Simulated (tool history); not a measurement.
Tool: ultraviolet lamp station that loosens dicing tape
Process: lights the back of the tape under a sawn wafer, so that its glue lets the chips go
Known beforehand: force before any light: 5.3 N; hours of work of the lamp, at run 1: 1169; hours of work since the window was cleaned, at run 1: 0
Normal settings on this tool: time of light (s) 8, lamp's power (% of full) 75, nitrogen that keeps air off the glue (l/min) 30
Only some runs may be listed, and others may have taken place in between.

run	hour	time of light (s)	lamp's power (% of full)	nitrogen that keeps air off the glue (l/min)	hours of work of the lamp	hours of work since the window was cleaned	force that peels the tape off (N)	light that reached the tape (mJ/cm2)
1	0	8	75	30	1169	0	0.342	394
2	37.3	8	75	30	1197	28	0.336	396
3	77.2	8	75	30	1227	58	0.347	385
4	100.4	8	75	30	1244	75	0.38	384
5	140.4	8	75	30	1274	105	0.38	382
6	184.6	8	75	30	1307	138	0.387	377
7	230.1	8	75	15	1341	172	0.663	372
8	256.7	8	75	15	1361	192	0.652	371
9	303.8	8	75	15	1396	227	0.689	361
# hour 309.6: lamp changed
10	341.8	8	75	15	24	255	0.424	471
11	386.3	8	76	30	57	288	0.245	475
12	417.4	8	75	48	81	311	0.186	465
13	451.1	8	75	16	106	336	0.41	457
14	498.7	8	75	43	141	372	0.203	456
15	543.9	8	75	43	175	406	0.219	447
16	595.4	8	75	43	214	444	0.22	436
17	636.2	4	99	18	244	474	0.924	289
18	670.7	10	80	10	270	500	0.369	580
19	695.4	5	66	30	288	519	0.937	235
20	737.5	6	75	30	320	550	0.536	316
21	759.7	8	75	54	336	567	0.218	418
22	811.4	8	75	54	375	605	0.218	415
# hour 839.4: window cleaned of glue's vapour
23	844.7	4	75	18	399	4	1.255	231
24	888	8	96	13	432	36	0.299	583
25	927.5	8	96	13	461	66	0.3	575
26	961.1	5	78	21	486	91	0.814	296
27	987.7	5	85	10	506	111	1.12	315
28	1010.3	6	75	38	523	128	0.427	334

Forecast each of these 4 alternatives for the next run:
A	1034.6	11	73	30	541	146	?	?
B	1034.6	11	69	13	541	146	?	?
C	1034.6	5	79	38	541	146	?	?
D	1034.6	12	82	30	541	146	?	?

run	force that peels the tape off (N)	light that reached the tape (mJ/cm2)
A	0.168	585
B	0.326	556
C	0.549	286
D	0.141	719
Take away the tool's hidden state, keep each run's random variation, and the runs would have read:
run	force that peels the tape off (N)	light that reached the tape (mJ/cm2)
A	0.142	673
B	0.243	640
C	0.415	329
D	0.13	827
